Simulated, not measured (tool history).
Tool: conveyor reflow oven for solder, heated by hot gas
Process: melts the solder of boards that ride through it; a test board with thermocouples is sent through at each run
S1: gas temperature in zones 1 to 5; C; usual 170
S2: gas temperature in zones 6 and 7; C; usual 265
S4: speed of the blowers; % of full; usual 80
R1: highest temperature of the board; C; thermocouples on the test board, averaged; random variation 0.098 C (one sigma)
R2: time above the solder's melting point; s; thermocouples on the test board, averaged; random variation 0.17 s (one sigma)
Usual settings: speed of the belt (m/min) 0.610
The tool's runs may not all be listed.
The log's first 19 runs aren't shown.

Run 20, day 19.883: usual settings but S1 164 C, S2 264 C, speed of the belt (m/min) 0.646, S4 71 % of full. Result: R1 238.30 C, R2 38.2 s.
Run 21, day 20.750: usual settings but S1 164 C, S2 264 C, speed of the belt (m/min) 0.646, S4 71 % of full. Result: R1 238.40 C, R2 38.0 s.
Run 22, day 21.929: usual settings but S1 164 C, S2 264 C, speed of the belt (m/min) 0.646, S4 71 % of full. Result: R1 238.29 C, R2 38.2 s.
Run 23, day 22.496: usual settings but S1 178 C. Result: R1 246.89 C, R2 56.1 s.
Run 24, day 23.088: usual settings but S2 257 C, speed of the belt (m/min) 0.643. Result: R1 237.05 C, R2 39.6 s.
Run 25, day 24.033: usual settings but S2 257 C, speed of the belt (m/min) 0.643. Result: R1 237.01 C, R2 39.4 s.
Run 26, day 24.938: usual settings but S2 257 C, speed of the belt (m/min) 0.643. Result: R1 236.88 C, R2 39.5 s.
Run 27, day 26.200: usual settings but S1 157 C, S2 274 C, speed of the belt (m/min) 0.599, S4 81 % of full. Result: R1 250.83 C, R2 52.6 s.
Run 28, day 26.846: usual settings but S2 266 C, speed of the belt (m/min) 0.592, S4 88 % of full. Result: R1 248.98 C, R2 57.4 s.
Run 29, day 27.771: usual settings but S2 266 C, speed of the belt (m/min) 0.592, S4 88 % of full. Result: R1 248.96 C, R2 57.2 s.
Run 30, day 28.442: usual settings but S2 260 C, speed of the belt (m/min) 0.631. Result: R1 239.69 C, R2 43.5 s.

3 ways to go on from here, each from the tool as it stands after run 30. What would each give?
Run A, day 29.233: usual settings but S1 176 C, S2 260 C, speed of the belt (m/min) 0.631, S4 62 % of full. Result: R1 ?, R2 ?.
Run B, day 29.233: usual settings but S1 177 C, speed of the belt (m/min) 0.542, S4 86 % of full. Result: R1 ?, R2 ?.
Run C, day 29.233: usual settings but S2 262 C, speed of the belt (m/min) 0.631, S4 70 % of full. Result: R1 ?, R2 ?.

run      R1    R2
  A  235.23  37.8
  B  251.36  68.3
  C  238.18  40.5
Without the tool's hidden state the same runs would have given:
run      R1    R2
  A  235.41  37.6
  B  251.56  67.5
  C  238.49  40.4
